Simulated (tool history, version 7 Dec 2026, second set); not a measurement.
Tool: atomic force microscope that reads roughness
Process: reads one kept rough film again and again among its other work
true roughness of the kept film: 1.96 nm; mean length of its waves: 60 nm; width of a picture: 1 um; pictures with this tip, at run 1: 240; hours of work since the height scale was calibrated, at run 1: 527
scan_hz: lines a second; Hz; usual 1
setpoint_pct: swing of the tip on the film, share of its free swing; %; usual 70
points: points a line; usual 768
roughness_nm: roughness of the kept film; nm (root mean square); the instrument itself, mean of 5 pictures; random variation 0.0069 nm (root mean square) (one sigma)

run    hour  scan_hz  setpoint_pct  points  pictures with this tip  hours of work since the height scale was calibrated  roughness_nm
  1       0        1            70     768                     240                                                  527         1.787
  2    33.2        1            70     768                     271                                                  547         1.773
  3    57.5        1            70     768                     293                                                  561          1.76
       75.8  -- new tip fitted
  4    80.6        1            70     768                       4                                                  574         1.887
  5   108.5        1            70     768                      30                                                  590         1.861
  6   132.4        1            70     768                      52                                                  604         1.856
  7   154.2        1            68     768                      72                                                  617         1.852
  8   176.7        1            68     419                      93                                                  630         1.855
  9   203.8        1            68     419                     118                                                  646         1.841
 10   236.7        1            64     768                     148                                                  665         1.853
 11   266.9        1            70     768                     176                                                  682         1.824
 12   297.6        1            66     768                     204                                                  700         1.832
 13   313.7        1            66     768                     219                                                  710         1.812
 14   344.1        1            66     768                     247                                                  727         1.819
 15   369.2        1            66     768                     270                                                  742         1.805
 16     384        1            66     768                     284                                                  750         1.798
      410.9  -- new tip fitted
 17   411.4        1            70     675                       1                                                  766         1.884
 18   440.3        1            70     675                      27                                                  783         1.874
 19   463.4        1            70     675                      49                                                  796         1.868
 20   487.4        1            70     675                      71                                                  810         1.862
 21   512.7        1            83     675                      94                                                  825         1.786
 22   543.2        1            70     768                     122                                                  843         1.836
 23   562.3     3.66            70     768                     140                                                  854         1.695
 24   582.9     3.66            70     768                     159                                                  866         1.697
 25   599.2     3.66            70     768                     174                                                  875         1.693
 26   631.5     3.66            56     263                     204                                                  894         1.783
 27   647.1     2.11            70     768                     218                                                  903         1.737
 28   668.8     0.53            70     768                     238                                                  916         1.825
 29   701.8     0.53            70     768                     269                                                  935         1.807
 30   718.4     1.83            87     289                     284                                                  945         1.615
      746.8  -- new tip fitted
 31   747.4     0.81            70     768                       0                                                  961         1.889
 32   764.2     0.81            70     768                      16                                                  971         1.886
 33   794.9        1            70     329                      44                                                  989         1.861
 34   813.9        1            70     329                      61                                                 1000         1.863
 35   831.4        1            70     329                      78                                                 1010         1.857
 36   855.2        1            70     329                     100                                                 1024         1.857
 37   872.3     1.05            70     768                     115                                                 1034         1.837
 38   889.2     1.28            57     903                     131                                                 1044         1.863
 39   920.8     0.53            71     903                     160                                                 1062         1.863
 40   949.4        1            56     464                     186                                                 1079         1.855
 41   964.1        1            56     464                     200                                                 1088         1.861
 42   989.2        1            61     768                     223                                                 1102         1.837
 43  1018.3        1            66     756                     250                                                 1119         1.811
 44  1040.3        1            66     727                     270                                                 1132         1.795
 45  1060.6        1            83     768                     289                                                 1144         1.729
 46  1077.3        1            83     768                     304                                                 1153         1.733
     1084.1  -- new tip fitted
 47  1106.8        1            83     768                      21                                                 1170         1.829
 48  1125.7     2.64            73     463                      39                                                 1181          1.76
 49  1145.6        1            82     768                      57                                                 1193         1.825
 50    1174        1            82     768                      83                                                 1209         1.807

Forecast each of these 5 alternatives for the next run:
  A  1190     0.69            68     813                      98                                                 1219             ?
  B  1190        1            70     634                      98                                                 1219             ?
  C  1190     0.72            84     768                      98                                                 1219             ?
  D  1190     2.22            84     435                      98                                                 1219             ?
  E  1190     0.51            69     768                      98                                                 1219             ?

run  roughness_nm
  A         1.889
  B         1.845
  C         1.824
  D         1.668
  E         1.888
Without the tool's hidden state the same runs would have given:
run  roughness_nm
  A         1.895
  B         1.851
  C          1.83
  D         1.674
  E         1.895
